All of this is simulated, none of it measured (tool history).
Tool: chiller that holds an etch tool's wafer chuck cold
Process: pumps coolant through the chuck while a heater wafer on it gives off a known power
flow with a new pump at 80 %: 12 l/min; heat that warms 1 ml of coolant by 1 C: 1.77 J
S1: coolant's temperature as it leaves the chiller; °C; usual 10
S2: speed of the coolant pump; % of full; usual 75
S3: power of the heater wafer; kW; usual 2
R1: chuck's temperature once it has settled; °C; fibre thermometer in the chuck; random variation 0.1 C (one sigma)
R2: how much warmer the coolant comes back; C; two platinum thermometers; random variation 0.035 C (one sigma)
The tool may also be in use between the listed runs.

{"run": 1, "hour": 0.0, "S1": 10, "S2": 75, "S3": 2, "R1": 28, "R2": 6.02}
{"run": 2, "hour": 96.5, "S1": 10, "S2": 75, "S3": 2, "R1": 27.9, "R2": 5.98}
{"run": 3, "hour": 188.6, "S1": 10, "S2": 75, "S3": 2.538, "R1": 32.6, "R2": 7.69}
{"run": 4, "hour": 298.8, "S1": 10, "S2": 75, "S3": 2.538, "R1": 32.7, "R2": 7.7}
{"hour": 335.5, "done": "chiller's thermometer calibrated"}
{"run": 5, "hour": 429.5, "S1": 10, "S2": 75, "S3": 2.538, "R1": 32.6, "R2": 7.69}
{"run": 6, "hour": 512.8, "S1": 10, "S2": 75, "S3": 2, "R1": 28.1, "R2": 6.03}
{"run": 7, "hour": 636.9, "S1": 10, "S2": 75, "S3": 2, "R1": 27.9, "R2": 6}
{"run": 8, "hour": 707.9, "S1": 10, "S2": 75, "S3": 2, "R1": 27.9, "R2": 6.05}
{"run": 9, "hour": 816.4, "S1": 10, "S2": 75, "S3": 2, "R1": 27.9, "R2": 6.09}
{"run": 10, "hour": 907.5, "S1": 10, "S2": 75, "S3": 2, "R1": 27.7, "R2": 6.04}
{"run": 11, "hour": 961.4, "S1": 10, "S2": 75, "S3": 2, "R1": 28.1, "R2": 6.02}
{"run": 12, "hour": 1068.8, "S1": 10, "S2": 75, "S3": 2.329, "R1": 30.9, "R2": 7.1}
{"run": 13, "hour": 1159.9, "S1": 10, "S2": 75, "S3": 2.329, "R1": 30.7, "R2": 7.04}
{"run": 14, "hour": 1242.8, "S1": 10, "S2": 75, "S3": 2.329, "R1": 30.9, "R2": 7.03}
{"run": 15, "hour": 1340.5, "S1": 10, "S2": 75, "S3": 2.329, "R1": 31, "R2": 7.08}
{"run": 16, "hour": 1463.9, "S1": 10, "S2": 75, "S3": 2.329, "R1": 30.9, "R2": 7}
{"run": 17, "hour": 1521.4, "S1": 12, "S2": 75, "S3": 2, "R1": 30, "R2": 6.04}
{"run": 18, "hour": 1580.4, "S1": 16, "S2": 64, "S3": 2.015, "R1": 36.7, "R2": 7.24}
{"run": 19, "hour": 1653.0, "S1": 10, "S2": 75, "S3": 1.268, "R1": 21.1, "R2": 3.84}
{"run": 20, "hour": 1733.5, "S1": 4, "S2": 89, "S3": 2, "R1": 19.5, "R2": 5.09}
{"run": 21, "hour": 1792.2, "S1": 4, "S2": 89, "S3": 2, "R1": 19.5, "R2": 5.12}
{"run": 22, "hour": 1883.4, "S1": 15, "S2": 89, "S3": 2, "R1": 30.2, "R2": 5.08}
{"run": 23, "hour": 1992.4, "S1": 15, "S2": 89, "S3": 2, "R1": 30.3, "R2": 5.05}
{"run": 24, "hour": 2061.0, "S1": 15, "S2": 89, "S3": 2, "R1": 30.2, "R2": 5.09}
{"run": 25, "hour": 2171.6, "S1": 13, "S2": 89, "S3": 1.312, "R1": 22.9, "R2": 3.34}
{"run": 26, "hour": 2230.3, "S1": 13, "S2": 89, "S3": 1.312, "R1": 23, "R2": 3.29}
{"run": 27, "hour": 2360.5, "S1": 6, "S2": 75, "S3": 2, "R1": 24, "R2": 6.09}
{"run": 28, "hour": 2487.3, "S1": 6, "S2": 75, "S3": 2, "R1": 23.9, "R2": 6.02}
{"run": 29, "hour": 2583.6, "S1": 6, "S2": 75, "S3": 2, "R1": 24, "R2": 5.98}
{"run": 30, "hour": 2703.4, "S1": 13, "S2": 76, "S3": 2, "R1": 30.9, "R2": 5.94}
{"hour": 2756.4, "done": "chiller's thermometer calibrated"}
{"run": 31, "hour": 2773.5, "S1": 15, "S2": 76, "S3": 2, "R1": 32.5, "R2": 5.95}

Forecast each of these 5 alternatives for the next run:
{"run": "A", "hour": 2881.1, "S1": 15, "S2": 76, "S3": 2.383, "R1": "?", "R2": "?"}
{"run": "B", "hour": 2881.1, "S1": 0, "S2": 97, "S3": 1.952, "R1": "?", "R2": "?"}
{"run": "C", "hour": 2881.1, "S1": 15, "S2": 76, "S3": 2.373, "R1": "?", "R2": "?"}
{"run": "D", "hour": 2881.1, "S1": 11, "S2": 76, "S3": 2, "R1": "?", "R2": "?"}
{"run": "E", "hour": 2881.1, "S1": 16, "S2": 96, "S3": 1.215, "R1": "?", "R2": "?"}

run=A R1=36 R2=7.1
run=B R1=13.8 R2=4.5
run=C R1=36.1 R2=7.05
run=D R1=28.8 R2=5.95
run=E R1=24.7 R2=2.86
Without the tool's hidden state the same runs would have given:
run=A R1=36 R2=7.09
run=B R1=13.8 R2=4.5
run=C R1=36.1 R2=7.04
run=D R1=28.8 R2=5.95
run=E R1=24.7 R2=2.86
